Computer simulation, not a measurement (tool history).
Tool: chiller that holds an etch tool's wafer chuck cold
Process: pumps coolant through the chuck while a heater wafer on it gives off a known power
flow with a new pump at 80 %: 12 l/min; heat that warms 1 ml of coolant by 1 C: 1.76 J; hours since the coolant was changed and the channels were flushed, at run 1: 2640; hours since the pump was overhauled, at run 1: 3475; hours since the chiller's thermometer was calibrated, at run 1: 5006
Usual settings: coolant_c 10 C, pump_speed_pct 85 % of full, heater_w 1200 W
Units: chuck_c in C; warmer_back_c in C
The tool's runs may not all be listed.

run     day  coolant_c  pump_speed_pct  heater_w  hours since the coolant was changed and the channels were flushed  hours since the pump was overhauled  hours since the chiller's thermometer was calibrated  chuck_c  warmer_back_c
  1       0         10              85      1200                                                               2640                                 3475                                                  5006     20.8           3.44
  2   2.021         10              96      1200                                                               2688                                 3524                                                  5055     20.2            3.1
      2.779  -- chiller's thermometer calibrated
  3   4.392         10              96      1200                                                               2744                                 3580                                                    39     20.6           3.05
  4   6.862         10              96      1200                                                               2803                                 3639                                                    98     20.8              3
  5  10.338         10              96      1200                                                               2887                                 3722                                                   181     20.7           3.08
  6    12.9         10              96      1200                                                               2948                                 3784                                                   243     20.7           3.06
  7  14.954         10              96      1200                                                               2998                                 3833                                                   292     20.9           3.07
  8  17.879         10              96      1200                                                               3068                                 3903                                                   362     20.7           3.09
  9  20.842         10              69      1721                                                               3139                                 3975                                                   434     28.5           6.09
 10  24.283          5              75       791                                                               3222                                 4057                                                   516     13.2           2.57
 11  27.658          5              75       791                                                               3303                                 4138                                                   597       13           2.63
 12  30.233          1              75       939                                                               3364                                 4200                                                   659     10.8           3.09
 13  33.525          8              98       781                                                               3443                                 4279                                                   738       15           2.07
 14  36.604          8              98       781                                                               3517                                 4353                                                   812       15           1.94
 15  39.292          6              73      1452                                                               3582                                 4417                                                   876     21.3           4.95

Measured less the same run without the tool's hidden state. The same run-to-run variation is in both; the gauge's scatter may not be:
The hidden state here: heat passed by the chuck's channels, % of clean ones'; flow at a given pump speed, % of a new pump's; coolant's true temperature over the reading, C; drift of the gauge itself on chuck_c, C; drift of the gauge itself on warmer_back_c, C.
run  chuck_c  warmer_back_c
  1     +0.2          +0.23
  2     +0.2          +0.21
  3     +0.8          +0.22
  4     +0.8          +0.22
  5     +0.8          +0.22
  6     +0.9          +0.23
  7     +0.9          +0.24
  8     +0.9          +0.24
  9     +1.5          +0.48
 10     +0.7          +0.21
 11     +0.6          +0.22
 12     +0.8          +0.26
 13     +0.6          +0.17
 14     +0.6          +0.17
 15     +1.4          +0.44

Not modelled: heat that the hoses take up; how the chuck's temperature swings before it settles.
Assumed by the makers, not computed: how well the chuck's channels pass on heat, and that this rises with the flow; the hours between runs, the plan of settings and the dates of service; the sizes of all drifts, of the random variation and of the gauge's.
